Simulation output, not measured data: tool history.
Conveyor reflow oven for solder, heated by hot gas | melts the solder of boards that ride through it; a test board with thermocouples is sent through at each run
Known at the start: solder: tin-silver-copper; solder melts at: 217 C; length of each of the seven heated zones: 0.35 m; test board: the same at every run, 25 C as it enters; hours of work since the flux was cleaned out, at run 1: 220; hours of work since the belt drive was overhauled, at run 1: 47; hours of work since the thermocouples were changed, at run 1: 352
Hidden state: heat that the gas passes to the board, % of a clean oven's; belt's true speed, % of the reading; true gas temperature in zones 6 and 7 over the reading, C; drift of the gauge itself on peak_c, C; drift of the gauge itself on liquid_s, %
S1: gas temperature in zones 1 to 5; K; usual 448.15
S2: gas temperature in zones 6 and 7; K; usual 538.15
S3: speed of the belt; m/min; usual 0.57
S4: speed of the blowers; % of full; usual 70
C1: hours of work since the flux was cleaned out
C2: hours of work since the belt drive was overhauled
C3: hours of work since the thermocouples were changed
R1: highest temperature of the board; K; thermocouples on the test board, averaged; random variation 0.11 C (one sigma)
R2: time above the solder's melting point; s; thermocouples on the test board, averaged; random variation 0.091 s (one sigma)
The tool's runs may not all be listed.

run	hour	S1	S2	S3	S4	C1	C2	C3	R1	R2
1	0	448.15	538.15	0.57	70	220	47	352	526.25	56.73
2	6.8	448.15	538.15	0.57	70	224	51	355	526.15	56.53
3	11.4	448.15	538.15	0.57	70	226	53	357	526.35	56.77
4	19.7	448.15	538.15	0.57	70	230	57	361	526.15	56.67
5	26.4	448.15	538.15	0.57	70	233	60	364	526.15	56.47
6	31	448.15	538.15	0.57	70	236	63	367	526.15	56.59
7	39	448.15	538.15	0.57	70	239	67	371	526.05	56.63
8	44.1	448.15	538.15	0.57	70	242	69	373	526.15	56.46
9	50.6	448.15	538.15	0.57	70	245	72	376	526.05	56.61
10	54.6	451.15	538.15	0.57	70	247	74	378	526.45	57.96
11	62.8	451.15	538.15	0.57	70	251	78	382	526.65	57.95
12	70.3	451.15	538.15	0.57	70	255	82	386	526.45	57.82
13	74.6	451.15	538.15	0.58	70	257	84	388	526.25	56.55
14	79.1	439.15	532.15	0.489	64	259	86	390	522.65	61.3
15	84.4	460.15	532.15	0.637	64	262	89	393	519.15	49.2
16	90.1	439.15	551.15	0.57	88	264	91	396	538.75	61.09
17	96.4	463.15	540.15	0.66	75	267	95	399	526.95	53.61
18	102.1	463.15	545.15	0.53	81	270	97	401	537.15	73.48
19	106.5	445.15	538.15	0.57	70	272	99	404	525.85	55.05
20	111.5	445.15	537.15	0.556	67	275	102	406	524.95	56.17
21	117.9	448.15	540.15	0.649	70	278	105	409	523.75	47.07
22	124.1	448.15	540.15	0.512	58	281	108	412	528.95	65.39
23	128.7	448.15	537.15	0.48	75	283	110	414	529.75	71.66
24	136.6	448.15	537.15	0.488	56	287	114	418	527.45	67.91

Hidden state or all else? Some run-to-run changes of R1, split into what the settings, what came in and random variation would give without the hidden state, and what is left for the hidden state (with any gauge scatter that isn't in both results):
Run 15 -> 16: S1 460.15 -> 439.15, S2 532.15 -> 551.15, S3 0.637 -> 0.57, S4 64 -> 88. R1 +19.6 K: hidden state -0.4, all else +20.
Run 16 -> 17: S1 439.15 -> 463.15, S2 551.15 -> 540.15, S3 0.57 -> 0.66, S4 88 -> 75. R1 -11.8 K: hidden state +0.3, all else -12.1.
Run 17 -> 18: S2 540.15 -> 545.15, S3 0.66 -> 0.53, S4 75 -> 81. R1 +10.2 K: hidden state +0.5, all else +9.7.
Run 21 -> 22: S3 0.649 -> 0.512, S4 70 -> 58. R1 +5.2 K: hidden state +0.7, all else +4.5.
